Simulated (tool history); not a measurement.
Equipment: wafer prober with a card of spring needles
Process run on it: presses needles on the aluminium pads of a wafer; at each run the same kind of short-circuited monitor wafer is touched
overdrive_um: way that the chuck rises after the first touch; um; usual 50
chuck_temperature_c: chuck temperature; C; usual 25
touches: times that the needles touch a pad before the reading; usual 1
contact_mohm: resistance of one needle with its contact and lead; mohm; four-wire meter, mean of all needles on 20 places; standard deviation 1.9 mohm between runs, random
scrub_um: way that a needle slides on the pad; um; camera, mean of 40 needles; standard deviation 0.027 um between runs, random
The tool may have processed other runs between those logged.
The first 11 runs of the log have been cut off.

run,hour,overdrive_um,chuck_temperature_c,touches,contact_mohm,scrub_um
# hour 94.3: tips cleaned on abrasive film
12,94.9,50,27,1,218,7.58
# hour 101.5: tips cleaned on abrasive film
13,101.9,50,27,1,209,7.59
# hour 109: tips cleaned on abrasive film
14,110.7,50,27,1,232,7.59
# hour 115.9: tips cleaned on abrasive film
# hour 122.7: tips cleaned on abrasive film
15,123.2,50,25,1,215,7.51
# hour 129.9: tips cleaned on abrasive film
16,134.9,48,25,1,257,7.23
# hour 137.7: tips cleaned on abrasive film
# hour 144.7: tips cleaned on abrasive film
17,146,49,72,3,215,7.4
# hour 148.6: height of the first contact set anew
# hour 152: tips cleaned on abrasive film
18,154.1,38,68,3,235,5.92
# hour 159.1: tips cleaned on abrasive film
19,164.2,44,26,1,265,6.85
# hour 166.1: tips cleaned on abrasive film
# hour 173.1: tips cleaned on abrasive film
20,174.3,63,120,1,232,9.81
# hour 180.1: tips cleaned on abrasive film
21,185.8,63,120,1,251,9.79
# hour 187: tips cleaned on abrasive film
# hour 194.3: tips cleaned on abrasive film
22,198.3,43,39,2,239,6.61
# hour 201.1: tips cleaned on abrasive film
# hour 208.6: tips cleaned on abrasive film
23,211,38,25,1,265,5.88

For run 24, what comes out?
# hour 216.1: tips cleaned on abrasive film
24,218.5,50,38,1,?,?

Run 24 came out at contact_mohm 239 mohm, scrub_um 7.68 um.
Take away the tool's hidden state, keep the run-to-run variation as it was, and the same run would have given contact_mohm 202 mohm, scrub_um 7.81 um.

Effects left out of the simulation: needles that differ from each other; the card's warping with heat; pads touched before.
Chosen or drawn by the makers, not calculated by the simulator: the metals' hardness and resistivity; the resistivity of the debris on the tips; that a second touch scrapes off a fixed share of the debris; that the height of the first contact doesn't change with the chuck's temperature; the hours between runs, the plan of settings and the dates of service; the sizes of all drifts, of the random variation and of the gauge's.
